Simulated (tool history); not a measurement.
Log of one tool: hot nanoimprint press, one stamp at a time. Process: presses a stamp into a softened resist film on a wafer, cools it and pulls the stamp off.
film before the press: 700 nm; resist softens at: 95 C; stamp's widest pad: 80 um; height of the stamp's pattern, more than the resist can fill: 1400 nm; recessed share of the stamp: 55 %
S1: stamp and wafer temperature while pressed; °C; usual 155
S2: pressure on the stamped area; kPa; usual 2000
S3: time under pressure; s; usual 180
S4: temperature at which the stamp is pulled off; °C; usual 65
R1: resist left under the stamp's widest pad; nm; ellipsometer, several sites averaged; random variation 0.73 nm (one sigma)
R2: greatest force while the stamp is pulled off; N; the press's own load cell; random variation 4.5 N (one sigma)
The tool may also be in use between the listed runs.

| run | hour | S1 | S2 | S3 | S4 | R1 | R2 |
|---|---|---|---|---|---|---|---|
| 1 | 0.0 | 155 | 2000 | 180 | 65 | 355.8 | 239 |
| 2 | 16.3 | 155 | 2000 | 180 | 65 | 357.9 | 235 |
| 3 | 30.4 | 155 | 2000 | 180 | 65 | 357.9 | 228 |
| 4 | 43.3 | 155 | 2000 | 180 | 65 | 357.8 | 230 |
| 5 | 58.3 | 155 | 2000 | 180 | 65 | 355.7 | 234 |
| 6 | 84.2 | 155 | 2000 | 180 | 65 | 357.4 | 237 |
| 7 | 101.1 | 155 | 2000 | 180 | 65 | 356.4 | 234 |
| 8 | 118.4 | 155 | 2000 | 180 | 67 | 356.7 | 224 |
| 9 | 137.5 | 155 | 2000 | 266 | 67 | 312.5 | 235 |
| 10 | 163.9 | 155 | 2000 | 266 | 67 | 313.0 | 230 |
| 11 | 184.3 | 155 | 2000 | 266 | 67 | 312.5 | 232 |
| 12 | 199.8 | 155 | 2000 | 266 | 67 | 312.6 | 230 |
| 13 | 213.4 | 155 | 1270 | 180 | 65 | 438.0 | 238 |
| 14 | 231.5 | 155 | 2000 | 180 | 65 | 356.2 | 244 |
| 15 | 246.4 | 155 | 2000 | 180 | 65 | 355.8 | 236 |
| 16 | 262.3 | 167 | 2000 | 303 | 65 | 173.2 | 236 |
| 17 | 282.8 | 155 | 2000 | 180 | 67 | 357.4 | 228 |
| 18 | 303.5 | 155 | 2000 | 104 | 65 | 422.0 | 240 |
| 19 | 323.7 | 151 | 1730 | 225 | 69 | 420.7 | 228 |
| 20 | 343.2 | 151 | 1730 | 225 | 69 | 419.8 | 228 |
|  | 351.0 | stamp cleaned and given a new release coat |
| 21 | 370.7 | 151 | 1730 | 225 | 69 | 420.9 | 231 |
| 22 | 390.1 | 154 | 1470 | 119 | 62 | 477.9 | 248 |
| 23 | 407.5 | 154 | 1470 | 119 | 62 | 477.8 | 243 |
| 24 | 430.8 | 154 | 2190 | 119 | 71 | 407.4 | 232 |
| 25 | 444.8 | 148 | 2000 | 359 | 65 | 389.3 | 236 |
| 26 | 455.9 | 147 | 2000 | 260 | 55 | 447.5 | 257 |
| 27 | 470.8 | 164 | 2820 | 304 | 67 | 161.9 | 232 |
| 28 | 485.8 | 155 | 2000 | 164 | 65 | 367.6 | 234 |
| 29 | 496.8 | 152 | 2900 | 101 | 65 | 408.3 | 236 |

3 ways to go on from here, each from the tool as it stands after run 29. What would each give?
| A | 520.9 | 158 | 2730 | 101 | 71 | ? | ? |
| B | 520.9 | 152 | 2900 | 101 | 53 | ? | ? |
| C | 520.9 | 162 | 2000 | 242 | 62 | ? | ? |

| run | R1 | R2 |
|---|---|---|
| A | 326.0 | 214 |
| B | 407.0 | 265 |
| C | 234.7 | 246 |
Without the tool's hidden state the same runs would have given:
| run | R1 | R2 |
|---|---|---|
| A | 326.0 | 213 |
| B | 407.1 | 264 |
| C | 234.8 | 245 |

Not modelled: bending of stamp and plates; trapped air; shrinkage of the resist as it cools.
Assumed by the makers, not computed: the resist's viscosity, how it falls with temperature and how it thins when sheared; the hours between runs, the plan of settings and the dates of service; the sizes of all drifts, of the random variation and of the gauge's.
